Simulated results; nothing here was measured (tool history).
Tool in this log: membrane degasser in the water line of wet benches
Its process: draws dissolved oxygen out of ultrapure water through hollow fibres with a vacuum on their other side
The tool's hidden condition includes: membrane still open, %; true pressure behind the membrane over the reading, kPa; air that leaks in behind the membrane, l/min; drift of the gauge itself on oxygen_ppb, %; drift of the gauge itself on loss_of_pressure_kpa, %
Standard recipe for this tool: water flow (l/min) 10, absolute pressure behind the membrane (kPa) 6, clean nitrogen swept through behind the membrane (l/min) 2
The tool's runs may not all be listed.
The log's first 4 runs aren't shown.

run	hour	water flow (l/min)	absolute pressure behind the membrane (kPa)	clean nitrogen swept through behind the membrane (l/min)	hours since the membrane was changed	hours since the vacuum gauge was calibrated	hours since the vacuum lines were made tight	dissolved oxygen in the water behind the degasser (ppb)	pressure that the water loses in the fibres (kPa)
5	861.6	10	6	5.25	15518	5359	9426	142.8	54.5
# hour 968.3: vacuum gauge calibrated
6	1009.6	10	6	5.25	15666	41	9574	141.8	54.36
7	1277.3	10	14.2	5.25	15933	309	9841	179.6	54.46
8	1613.1	10	6	2	16269	645	10177	162.8	54.11
9	1978.9	10	11.15	2	16635	1011	10543	222.5	54.01
10	2192.9	10	11.15	2	16849	1225	10757	228.6	54.3
11	2468	10	11.15	2	17124	1500	11032	217.4	53.87
12	2684.4	10	11.15	2	17340	1716	11248	222.4	53.86
13	2945.3	10	6	2	17601	1977	11509	164.7	53.59
14	3124.3	14	6	2	17780	2156	11688	351	74.66
# hour 3373.5: gauge calibrated
15	3481	10	6	2	18137	2513	12045	165.2	55.3
# hour 3595.7: seals of the vacuum lines changed
16	3710.9	10	6	2	18365	2741	115	163.2	54.49
17	3865.2	9	4.57	3.27	18519	2895	269	105.8	49.44
# hour 3898.3: membrane cartridge changed
18	4041	9	4.57	3.27	143	3067	441	103.9	49.62
19	4309.1	9	4.57	3.27	411	3335	709	101.9	48.91
20	4473.4	9	4.57	3.27	575	3499	874	103.9	48.96
21	4673.3	7	6	1.52	775	3699	1074	72.6	38.01

The next listed run, before its measurement:
22	4924.5	8	6	1.52	1026	3950	1325	?	?

dissolved oxygen in the water behind the degasser (ppb): 99.5
pressure that the water loses in the fibres (kPa): 43.49
If the tool had no hidden condition, the same run with the same run-to-run variation would have returned dissolved oxygen in the water behind the degasser (ppb) 99.5, pressure that the water loses in the fibres (kPa) 44.04.
